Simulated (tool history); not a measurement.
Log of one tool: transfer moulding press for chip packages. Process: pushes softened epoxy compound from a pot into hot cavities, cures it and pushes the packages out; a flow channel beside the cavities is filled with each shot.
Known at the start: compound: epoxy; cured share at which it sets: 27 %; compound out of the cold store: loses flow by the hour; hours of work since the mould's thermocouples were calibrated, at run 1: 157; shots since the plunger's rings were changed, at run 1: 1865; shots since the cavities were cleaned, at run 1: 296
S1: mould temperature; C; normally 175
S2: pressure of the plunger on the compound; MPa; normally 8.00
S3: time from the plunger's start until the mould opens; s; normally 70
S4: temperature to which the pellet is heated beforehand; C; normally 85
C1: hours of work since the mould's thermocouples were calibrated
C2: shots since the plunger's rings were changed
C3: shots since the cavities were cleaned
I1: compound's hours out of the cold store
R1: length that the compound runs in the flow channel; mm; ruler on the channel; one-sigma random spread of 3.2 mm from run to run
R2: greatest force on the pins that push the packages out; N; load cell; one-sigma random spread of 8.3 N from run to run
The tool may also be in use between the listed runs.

run	hour	S1	S2	S3	S4	C1	C2	C3	I1	R1	R2
1	0.0	175	8.00	70	85	157	1865	296	47.3	525	363
# hour 44.4: cavities cleaned with cleaning compound and waxed
2	44.4	175	8.00	70	85	178	2373	0	10.1	702	403
3	97.7	175	8.00	70	85	204	3006	633	10.5	701	414
# hour 118.2: cavities cleaned with cleaning compound and waxed
4	171.7	175	8.00	70	85	239	3866	635	22.2	633	410
# hour 189.4: cavities cleaned with cleaning compound and waxed
5	220.3	175	8.00	70	85	262	4424	367	40.6	557	395
# hour 258.2: cavities cleaned with cleaning compound and waxed
6	285.9	175	8.00	70	85	293	5184	329	9.2	709	415
# hour 327.7: cavities cleaned with cleaning compound and waxed
7	334.4	175	8.00	70	85	316	5742	80	8.4	705	410
# hour 386.6: plunger's sealing rings changed
8	386.6	175	8.00	70	85	340	0	668	20.2	651	407
# hour 399.0: cavities cleaned with cleaning compound and waxed
# hour 407.2: mould's thermocouples calibrated
9	445.8	175	8.00	108	85	19	661	531	10.8	696	287
# hour 470.9: cavities cleaned with cleaning compound and waxed
10	518.4	175	8.00	108	85	53	1505	564	32.7	584	299
# hour 545.5: cavities cleaned with cleaning compound and waxed
11	569.9	175	8.00	60	85	78	2097	289	15.5	677	612
# hour 613.3: cavities cleaned with cleaning compound and waxed
12	627.8	175	8.00	60	85	105	2766	172	15.0	673	618
# hour 685.8: cavities cleaned with cleaning compound and waxed
13	707.3	175	8.00	70	85	143	3691	255	10.5	694	415
# hour 756.1: cavities cleaned with cleaning compound and waxed
14	770.9	175	8.00	108	85	173	4427	175	40.8	554	287
15	814.6	175	9.97	85	85	195	4946	694	26.2	683	316
# hour 826.0: cavities cleaned with cleaning compound and waxed
16	880.3	175	9.97	85	85	226	5708	645	32.4	654	307
# hour 895.4: cavities cleaned with cleaning compound and waxed
# hour 933.1: plunger's sealing rings changed
17	934.4	170	6.30	66	84	250	15	432	27.7	552	648
# hour 968.3: cavities cleaned with cleaning compound and waxed
18	981.8	175	8.00	95	85	273	559	160	8.4	707	294

Run 19 is up next; what results do you expect?
19	1024.7	175	6.25	68	85	293	1068	669	15.4	?	?

R1: 591 mm
R2: 437 N
Had the tool carried no hidden state, the very same run would have given R1 592 mm, R2 430 N.

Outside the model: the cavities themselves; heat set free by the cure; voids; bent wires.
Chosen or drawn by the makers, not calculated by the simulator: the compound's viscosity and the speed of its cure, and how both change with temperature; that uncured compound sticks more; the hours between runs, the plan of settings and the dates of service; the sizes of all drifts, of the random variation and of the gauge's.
